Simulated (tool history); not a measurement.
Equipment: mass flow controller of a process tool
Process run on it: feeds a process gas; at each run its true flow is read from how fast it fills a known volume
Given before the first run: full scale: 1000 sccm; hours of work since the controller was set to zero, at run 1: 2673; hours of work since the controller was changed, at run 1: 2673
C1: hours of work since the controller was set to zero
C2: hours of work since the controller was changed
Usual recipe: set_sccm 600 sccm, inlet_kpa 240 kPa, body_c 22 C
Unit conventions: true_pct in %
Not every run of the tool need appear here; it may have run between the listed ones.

Run 1, hour 0.0: usual settings; C1 2673; C2 2673. Result: true_pct 99.28 %.
Run 2, hour 174.7: usual settings; C1 2780; C2 2780. Result: true_pct 99.21 %.
Run 3, hour 357.8: usual settings but set_sccm 361 sccm; C1 2893; C2 2893. Result: true_pct 98.58 %.
Run 4, hour 561.8: usual settings but body_c 37 C; C1 3018; C2 3018. Result: true_pct 98.08 %.
Run 5, hour 689.6: usual settings but set_sccm 169 sccm; C1 3097; C2 3097. Result: true_pct 97.37 %.
Run 6, hour 801.1: usual settings but body_c 29 C; C1 3165; C2 3165. Result: true_pct 98.65 %.
Run 7, hour 955.7: usual settings but body_c 29 C; C1 3260; C2 3260. Result: true_pct 98.71 %.
Run 8, hour 1098.8: usual settings but body_c 29 C; C1 3348; C2 3348. Result: true_pct 98.64 %.
Run 9, hour 1297.4: usual settings but body_c 29 C; C1 3470; C2 3470. Result: true_pct 98.87 %.
Run 10, hour 1472.8: usual settings but body_c 29 C; C1 3578; C2 3578. Result: true_pct 98.81 %.
Run 11, hour 1618.3: usual settings but body_c 29 C; C1 3668; C2 3668. Result: true_pct 98.83 %.
Run 12, hour 1735.5: usual settings; C1 3740; C2 3740. Result: true_pct 99.31 %.
Run 13, hour 1826.4: usual settings but body_c 26 C; C1 3796; C2 3796. Result: true_pct 99.06 %.
Run 14, hour 1985.0: usual settings but body_c 26 C; C1 3893; C2 3893. Result: true_pct 99.09 %.
Run 15, hour 2120.8: usual settings but body_c 26 C; C1 3977; C2 3977. Result: true_pct 99.12 %.
Run 16, hour 2292.9: usual settings but body_c 26 C; C1 4082; C2 4082. Result: true_pct 99.08 %.
At hour 2305.5: controller's zero set anew.
Run 17, hour 2503.8: usual settings but body_c 26 C; C1 122; C2 4212. Result: true_pct 98.75 %.
Run 18, hour 2697.7: usual settings but set_sccm 955 sccm, inlet_kpa 248 kPa, body_c 23 C; C1 241; C2 4331. Result: true_pct 99.76 %.
Run 19, hour 2785.4: usual settings but set_sccm 955 sccm, inlet_kpa 248 kPa, body_c 23 C; C1 295; C2 4385. Result: true_pct 99.68 %.
Run 20, hour 2949.3: usual settings but set_sccm 955 sccm, inlet_kpa 248 kPa, body_c 23 C; C1 396; C2 4485. Result: true_pct 99.68 %.
At hour 2987.0: controller's zero set anew, once more.
Run 21, hour 3073.6: usual settings but set_sccm 955 sccm, inlet_kpa 248 kPa, body_c 23 C; C1 53; C2 4562. Result: true_pct 100.15 %.
Run 22, hour 3274.6: usual settings but set_sccm 133 sccm, inlet_kpa 266 kPa, body_c 32 C; C1 177; C2 4685. Result: true_pct 97.85 %.
Run 23, hour 3487.6: usual settings but set_sccm 244 sccm, inlet_kpa 252 kPa; C1 308; C2 4816. Result: true_pct 99.32 %.
Run 24, hour 3592.1: usual settings but set_sccm 244 sccm, inlet_kpa 252 kPa; C1 372; C2 4880. Result: true_pct 99.28 %.
Run 25, hour 3802.7: usual settings but set_sccm 244 sccm, inlet_kpa 252 kPa; C1 501; C2 5010. Result: true_pct 99.19 %.

Hidden state or all else? Some run-to-run changes of true_pct, split into what the settings, what came in and random variation would give without the hidden state, and what is left for the hidden state (with any gauge scatter that isn't in both results):
The tool's hidden condition here consists of: flow at rest that the sensor doesn't see, % of full scale; true flow over the shown one, %; drift of the gauge itself on true_pct, %.
Run 4 -> 5: set_sccm 600 -> 169, body_c 37 -> 22. true_pct -0.71 %: hidden state -1.26, all else +0.55.
Run 5 -> 6: set_sccm 169 -> 600, body_c 22 -> 29. true_pct +1.28 %: hidden state +1.26, all else +0.02.
Run 21 -> 22: set_sccm 955 -> 133, inlet_kpa 248 -> 266, body_c 23 -> 32. true_pct -2.30 %: hidden state -0.30, all else -2.00.
Run 22 -> 23: set_sccm 133 -> 244, inlet_kpa 266 -> 252, body_c 32 -> 22. true_pct +1.47 %: hidden state +0.15, all else +1.32.
